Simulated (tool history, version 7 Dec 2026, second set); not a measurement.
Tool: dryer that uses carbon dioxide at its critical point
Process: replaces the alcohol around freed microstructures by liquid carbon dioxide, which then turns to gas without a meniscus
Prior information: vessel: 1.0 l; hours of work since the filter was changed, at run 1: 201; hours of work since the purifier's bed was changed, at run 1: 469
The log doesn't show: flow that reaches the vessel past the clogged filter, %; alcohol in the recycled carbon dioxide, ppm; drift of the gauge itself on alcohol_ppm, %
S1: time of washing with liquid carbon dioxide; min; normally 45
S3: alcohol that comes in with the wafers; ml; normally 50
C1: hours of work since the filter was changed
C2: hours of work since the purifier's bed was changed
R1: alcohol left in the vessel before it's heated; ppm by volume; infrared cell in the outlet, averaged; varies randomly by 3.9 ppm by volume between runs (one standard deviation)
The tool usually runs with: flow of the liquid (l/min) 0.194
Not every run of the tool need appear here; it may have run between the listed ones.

Run 1, hour 0.0: usual settings; C1 201; C2 469. Result: R1 56 ppm by volume.
Run 2, hour 40.1: usual settings but S3 48 ml; C1 215; C2 483. Result: R1 63 ppm by volume.
Run 3, hour 100.4: usual settings; C1 236; C2 504. Result: R1 65 ppm by volume.
Run 4, hour 173.7: usual settings; C1 261; C2 530. Result: R1 64 ppm by volume.
At hour 217.0: inlet filter changed.
Run 5, hour 239.5: usual settings; C1 8; C2 552. Result: R1 56 ppm by volume.
Run 6, hour 292.5: usual settings; C1 26; C2 570. Result: R1 61 ppm by volume.
Run 7, hour 358.6: usual settings; C1 49; C2 593. Result: R1 63 ppm by volume.
Run 8, hour 397.0: usual settings; C1 62; C2 607. Result: R1 73 ppm by volume.
Run 9, hour 438.1: usual settings but S1 47 min, flow of the liquid (l/min) 0.136, S3 35 ml; C1 77; C2 621. Result: R1 144 ppm by volume.
Run 10, hour 471.0: usual settings but S1 71 min, flow of the liquid (l/min) 0.136, S3 86 ml; C1 88; C2 632. Result: R1 66 ppm by volume.
Run 11, hour 544.8: usual settings but S1 71 min, flow of the liquid (l/min) 0.136, S3 86 ml; C1 114; C2 658. Result: R1 67 ppm by volume.
Run 12, hour 585.3: usual settings but S1 71 min, flow of the liquid (l/min) 0.273, S3 85 ml; C1 128; C2 672. Result: R1 53 ppm by volume.
Run 13, hour 649.8: usual settings but S1 36 min, flow of the liquid (l/min) 0.190, S3 39 ml; C1 150; C2 695. Result: R1 134 ppm by volume.
Run 14, hour 701.9: usual settings but S1 36 min, flow of the liquid (l/min) 0.190, S3 39 ml; C1 168; C2 713. Result: R1 135 ppm by volume.

Consider 3 possible next runs. They are alternatives, not a sequence: every one starts from the tool as it was left by run 14. What does each give?
Run A, hour 764.2: usual settings but S1 64 min, flow of the liquid (l/min) 0.168, S3 21 ml; C1 190; C2 734. Result: R1 ?.
Run B, hour 764.2: usual settings but S1 36 min, flow of the liquid (l/min) 0.278, S3 39 ml; C1 190; C2 734. Result: R1 ?.
Run C, hour 764.2: usual settings but flow of the liquid (l/min) 0.192, S3 73 ml; C1 190; C2 734. Result: R1 ?.

run  R1
  A  60
  B  65
  C  87
What these runs would have given with no unlogged condition in the tool:
run  R1
  A   4
  B   8
  C  23
